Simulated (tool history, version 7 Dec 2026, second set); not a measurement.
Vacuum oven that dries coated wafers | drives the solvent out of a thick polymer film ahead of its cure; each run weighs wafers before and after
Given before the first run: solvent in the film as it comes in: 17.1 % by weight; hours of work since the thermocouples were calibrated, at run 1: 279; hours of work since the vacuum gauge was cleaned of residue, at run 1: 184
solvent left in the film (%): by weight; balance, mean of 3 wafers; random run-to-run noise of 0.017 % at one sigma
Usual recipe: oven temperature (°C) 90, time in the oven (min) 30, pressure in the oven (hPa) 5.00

run,hour,oven temperature (°C),time in the oven (min),pressure in the oven (hPa),hours of work since the thermocouples were calibrated,hours of work since the vacuum gauge was cleaned of residue,solvent left in the film (%)
1,0.0,90,30,5.00,279,184,0.90
2,9.3,87,30,5.00,285,190,1.28
3,24.2,99,30,5.00,294,199,0.28
4,38.6,90,30,5.00,304,208,0.89
5,53.3,90,30,3.21,313,218,0.81
6,67.3,90,29,13.32,322,226,1.18
7,83.0,90,44,5.00,332,236,0.36
8,100.3,93,32,5.00,343,247,0.52

The next listed run, before its measurement:
9,112.0,103,16,5.35,350,255,?

{"run 9": {"solvent left in the film (%)": 0.93}}
With the hidden condition absent and the run-to-run variation left alone, this run would have shown solvent left in the film (%) 0.93.
